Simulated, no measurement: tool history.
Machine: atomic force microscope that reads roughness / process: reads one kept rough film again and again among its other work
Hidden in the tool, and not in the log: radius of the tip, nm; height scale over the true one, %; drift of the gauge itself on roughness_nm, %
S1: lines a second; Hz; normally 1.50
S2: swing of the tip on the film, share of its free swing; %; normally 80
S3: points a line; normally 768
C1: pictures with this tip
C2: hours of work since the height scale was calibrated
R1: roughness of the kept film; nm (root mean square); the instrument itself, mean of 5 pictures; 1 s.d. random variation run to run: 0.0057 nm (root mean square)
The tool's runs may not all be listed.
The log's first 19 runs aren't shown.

{"hour": 360.2, "done": "new tip fitted"}
{"run": 20, "hour": 370.9, "S1": 2.09, "S2": 80, "S3": 768, "C1": 13, "C2": 525, "R1": 0.96}
{"run": 21, "hour": 392.7, "S1": 2.09, "S2": 80, "S3": 768, "C1": 40, "C2": 533, "R1": 0.952}
{"run": 22, "hour": 414.8, "S1": 2.09, "S2": 80, "S3": 768, "C1": 67, "C2": 542, "R1": 0.923}
{"run": 23, "hour": 428.5, "S1": 1.5, "S2": 57, "S3": 365, "C1": 84, "C2": 548, "R1": 1.015}
{"run": 24, "hour": 451.1, "S1": 1.5, "S2": 57, "S3": 365, "C1": 112, "C2": 557, "R1": 1.001}
{"run": 25, "hour": 474.9, "S1": 1.9, "S2": 80, "S3": 768, "C1": 141, "C2": 566, "R1": 0.898}
{"run": 26, "hour": 491.9, "S1": 2.54, "S2": 80, "S3": 496, "C1": 162, "C2": 573, "R1": 0.842}
{"run": 27, "hour": 506.8, "S1": 0.61, "S2": 80, "S3": 997, "C1": 180, "C2": 579, "R1": 0.952}
{"run": 28, "hour": 522.5, "S1": 1.52, "S2": 68, "S3": 565, "C1": 200, "C2": 586, "R1": 0.926}
{"run": 29, "hour": 534.5, "S1": 0.92, "S2": 76, "S3": 547, "C1": 214, "C2": 590, "R1": 0.918}
{"run": 30, "hour": 558.5, "S1": 0.92, "S2": 76, "S3": 547, "C1": 244, "C2": 600, "R1": 0.893}
{"run": 31, "hour": 573.9, "S1": 0.92, "S2": 76, "S3": 547, "C1": 263, "C2": 606, "R1": 0.879}
{"run": 32, "hour": 585.0, "S1": 0.92, "S2": 86, "S3": 547, "C1": 276, "C2": 611, "R1": 0.855}
{"run": 33, "hour": 606.1, "S1": 3.99, "S2": 86, "S3": 378, "C1": 302, "C2": 619, "R1": 0.657}
{"run": 34, "hour": 618.1, "S1": 0.74, "S2": 86, "S3": 614, "C1": 317, "C2": 624, "R1": 0.85}
{"hour": 621.3, "done": "new tip fitted"}
{"run": 35, "hour": 640.9, "S1": 0.74, "S2": 86, "S3": 614, "C1": 24, "C2": 633, "R1": 1.035}
{"run": 36, "hour": 658.2, "S1": 1.15, "S2": 72, "S3": 410, "C1": 45, "C2": 640, "R1": 1.02}
{"run": 37, "hour": 669.5, "S1": 1.5, "S2": 80, "S3": 481, "C1": 59, "C2": 644, "R1": 0.955}
{"run": 38, "hour": 680.6, "S1": 1.5, "S2": 80, "S3": 481, "C1": 73, "C2": 649, "R1": 0.951}
{"run": 39, "hour": 702.4, "S1": 1.5, "S2": 80, "S3": 481, "C1": 100, "C2": 657, "R1": 0.938}
{"run": 40, "hour": 724.0, "S1": 2.1, "S2": 78, "S3": 468, "C1": 126, "C2": 666, "R1": 0.906}
{"run": 41, "hour": 744.0, "S1": 2.1, "S2": 78, "S3": 468, "C1": 151, "C2": 674, "R1": 0.88}

5 ways to go on from here, each from the tool as it stands after run 41. What would each give?
{"run": "A", "hour": 769.7, "S1": 1.5, "S2": 89, "S3": 768, "C1": 182, "C2": 684, "R1": "?"}
{"run": "B", "hour": 769.7, "S1": 0.73, "S2": 78, "S3": 330, "C1": 182, "C2": 684, "R1": "?"}
{"run": "C", "hour": 769.7, "S1": 2.1, "S2": 78, "S3": 683, "C1": 182, "C2": 684, "R1": "?"}
{"run": "D", "hour": 769.7, "S1": 1.5, "S2": 85, "S3": 443, "C1": 182, "C2": 684, "R1": "?"}
{"run": "E", "hour": 769.7, "S1": 2.18, "S2": 68, "S3": 834, "C1": 182, "C2": 684, "R1": "?"}

run=A R1=0.854
run=B R1=0.928
run=C R1=0.873
run=D R1=0.874
run=E R1=0.924
What these runs would have given with no unlogged condition in the tool:
run=A R1=0.959
run=B R1=1.041
run=C R1=0.979
run=D R1=0.979
run=E R1=1.035
